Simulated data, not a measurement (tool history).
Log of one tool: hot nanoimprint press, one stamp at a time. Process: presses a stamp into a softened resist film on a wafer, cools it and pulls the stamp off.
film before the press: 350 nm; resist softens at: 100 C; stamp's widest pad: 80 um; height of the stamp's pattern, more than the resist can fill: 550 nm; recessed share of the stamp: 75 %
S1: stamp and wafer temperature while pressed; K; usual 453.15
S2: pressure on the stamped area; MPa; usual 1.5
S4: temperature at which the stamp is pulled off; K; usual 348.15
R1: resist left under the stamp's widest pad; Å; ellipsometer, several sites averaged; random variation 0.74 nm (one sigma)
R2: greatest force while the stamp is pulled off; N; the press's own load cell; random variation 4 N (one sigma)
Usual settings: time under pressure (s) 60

Run 1, hour 0: usual settings. Result: R1 1468 Å, R2 311 N.
Run 2, hour 15.4: usual settings but S2 2.24 MPa. Result: R1 1162 Å, R2 322 N.
Run 3, hour 30: usual settings but S2 2.24 MPa. Result: R1 1159 Å, R2 329 N.
Run 4, hour 40.7: usual settings but S2 2.24 MPa. Result: R1 1168 Å, R2 322 N.
Run 5, hour 54.3: usual settings. Result: R1 1478 Å, R2 326 N.
Run 6, hour 61.6: usual settings but S1 459.15 K. Result: R1 1184 Å, R2 324 N.
At hour 73: stamp cleaned and given a new release coat.
Run 7, hour 79.4: usual settings but S1 459.15 K. Result: R1 1184 Å, R2 201 N.
Run 8, hour 89.6: usual settings but S1 459.15 K. Result: R1 1181 Å, R2 196 N.
Run 9, hour 98.1: usual settings but time under pressure (s) 108. Result: R1 1203 Å, R2 210 N.
Run 10, hour 110.4: usual settings but time under pressure (s) 68. Result: R1 1412 Å, R2 205 N.
At hour 114: plate thermocouple calibrated.
Run 11, hour 129.1: usual settings but time under pressure (s) 68. Result: R1 1400 Å, R2 202 N.
Run 12, hour 137.1: usual settings but S4 346.15 K. Result: R1 1450 Å, R2 224 N.
Run 13, hour 151.4: usual settings. Result: R1 1449 Å, R2 209 N.
Run 14, hour 162.4: usual settings but S2 0.91 MPa. Result: R1 1897 Å, R2 224 N.
Run 15, hour 175: usual settings but S2 0.91 MPa. Result: R1 1914 Å, R2 225 N.
At hour 183.3: plate thermocouple calibrated, once more.
Run 16, hour 191.1: usual settings but S1 456.15 K, S2 1.91 MPa, time under pressure (s) 61, S4 354.15 K. Result: R1 1150 Å, R2 191 N.
Run 17, hour 200.2: usual settings but S1 456.15 K, S2 0.9 MPa, time under pressure (s) 61, S4 354.15 K. Result: R1 1780 Å, R2 196 N.
Run 18, hour 212.4: usual settings but S1 464.15 K, time under pressure (s) 104, S4 344.15 K. Result: R1 838 Å, R2 257 N.
Run 19, hour 225.3: usual settings but S1 448.15 K, S2 1.91 MPa, time under pressure (s) 91. Result: R1 1355 Å, R2 240 N.
Run 20, hour 233: usual settings but S2 2.26 MPa, S4 339.15 K. Result: R1 1176 Å, R2 282 N.
Run 21, hour 240.5: usual settings but S2 1.42 MPa, time under pressure (s) 68. Result: R1 1478 Å, R2 229 N.
Run 22, hour 254.5: usual settings but S2 1.42 MPa, time under pressure (s) 68. Result: R1 1483 Å, R2 242 N.
Run 23, hour 263.7: usual settings but S2 2.39 MPa, S4 336.15 K. Result: R1 1133 Å, R2 324 N.
Run 24, hour 278.6: usual settings but S1 444.15 K, S2 1.51 MPa, time under pressure (s) 42, S4 340.15 K. Result: R1 2244 Å, R2 303 N.
Run 25, hour 289.6: usual settings but S1 444.15 K, S2 1.51 MPa, time under pressure (s) 87, S4 337.15 K. Result: R1 1834 Å, R2 316 N.
Run 26, hour 301: usual settings but S1 444.15 K, S2 1.51 MPa, time under pressure (s) 87, S4 337.15 K. Result: R1 1839 Å, R2 334 N.

The next listed run, before its measurement:
Run 27, hour 309.8: usual settings but S1 459.15 K, S2 1.46 MPa, time under pressure (s) 33, S4 346.15 K. Result: R1 ?, R2 ?.

{"run 27": {"R1": 1478, "R2": 278}}
Without the tool's hidden state the same run would have given R1 1485 Å, R2 207 N.
